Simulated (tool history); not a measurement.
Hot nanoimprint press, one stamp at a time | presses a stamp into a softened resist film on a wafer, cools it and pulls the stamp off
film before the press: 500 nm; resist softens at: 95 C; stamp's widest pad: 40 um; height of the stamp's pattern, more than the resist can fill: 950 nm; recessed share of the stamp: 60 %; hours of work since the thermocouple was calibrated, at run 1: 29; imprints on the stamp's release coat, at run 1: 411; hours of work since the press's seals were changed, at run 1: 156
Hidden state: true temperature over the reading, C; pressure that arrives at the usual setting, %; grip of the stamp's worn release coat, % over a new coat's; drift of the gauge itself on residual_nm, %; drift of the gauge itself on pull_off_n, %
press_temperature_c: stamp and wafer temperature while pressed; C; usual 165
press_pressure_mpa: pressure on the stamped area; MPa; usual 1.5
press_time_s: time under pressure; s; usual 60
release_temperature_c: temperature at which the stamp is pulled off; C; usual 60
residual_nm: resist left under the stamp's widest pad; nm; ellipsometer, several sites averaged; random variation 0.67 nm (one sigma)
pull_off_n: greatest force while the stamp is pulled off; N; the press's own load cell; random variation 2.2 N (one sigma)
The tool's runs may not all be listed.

run	hour	press_temperature_c	press_pressure_mpa	press_time_s	release_temperature_c	hours of work since the thermocouple was calibrated	imprints on the stamp's release coat	hours of work since the press's seals were changed	residual_nm	pull_off_n
1	0	165	1.5	60	60	29	411	156	272.9	145
2	39.5	165	1.5	60	60	47	469	174	272.2	154
3	58.7	165	1.5	60	60	56	496	182	271.8	151
4	93.1	165	1.5	60	60	71	546	198	272.5	151
# hour 113: stamp cleaned and given a new release coat
5	128	165	1.5	60	60	84	22	211	271.9	150
6	170.8	165	1.5	60	60	104	84	230	272.9	149
7	205.2	165	1.5	60	60	119	134	246	270.6	149
8	224.5	170	1.5	60	60	128	162	255	213.2	151
9	255.5	170	1.5	60	60	142	206	269	213.4	149
10	281.3	170	1.5	77	60	154	244	281	194.2	150
11	315	165	1.5	60	60	169	293	296	271.4	148
12	357.9	165	1.5	60	60	189	355	315	270.6	147
13	399.4	165	1.5	60	60	208	415	334	270.5	150
14	427.2	165	1.5	60	60	220	455	347	270.4	150
15	461.2	171	1.13	31	60	236	504	362	289.2	149
16	482.2	171	1.98	64	64	245	534	372	170.6	137
# hour 509.6: stamp cleaned and given a new release coat
17	529.5	171	1.98	64	64	264	29	391	171.5	135
18	552	169	1.27	64	64	274	62	401	235.9	134
19	585.5	156	1.44	96	54	289	110	416	353.6	173
20	611.9	155	1.5	45	60	301	148	428	415.5	149
21	646.1	155	1.5	51	66	317	198	444	407.4	127
22	668.5	155	1.5	70	61	327	230	454	385.9	149
23	714.4	155	1.5	70	61	348	297	475	385	146
24	742.1	160	1.07	60	60	361	337	487	370.3	151
25	767.1	160	0.95	66	60	372	373	499	374.8	146
26	799.4	155	1.5	38	60	387	420	513	421.2	148
27	826	165	1.5	60	67	399	458	525	267.3	122
28	871.6	158	2.28	93	61	419	524	546	272.4	147

5 ways to go on from here, each from the tool as it stands after run 28. What would each give?
A	896.7	176	0.95	60	60	431	561	557	?	?
B	896.7	159	2.23	60	55	431	561	557	?	?
C	896.7	165	1.97	38	55	431	561	557	?	?
D	896.7	157	1.65	67	61	431	561	557	?	?
E	896.7	173	2.28	104	61	431	561	557	?	?

run	residual_nm	pull_off_n
A	199.4	148
B	298	162
C	274.5	174
D	353.1	147
E	116.4	143
Without the tool's hidden state the same runs would have given:
run	residual_nm	pull_off_n
A	203.7	148
B	304.4	162
C	280.4	173
D	360.7	146
E	118.9	143
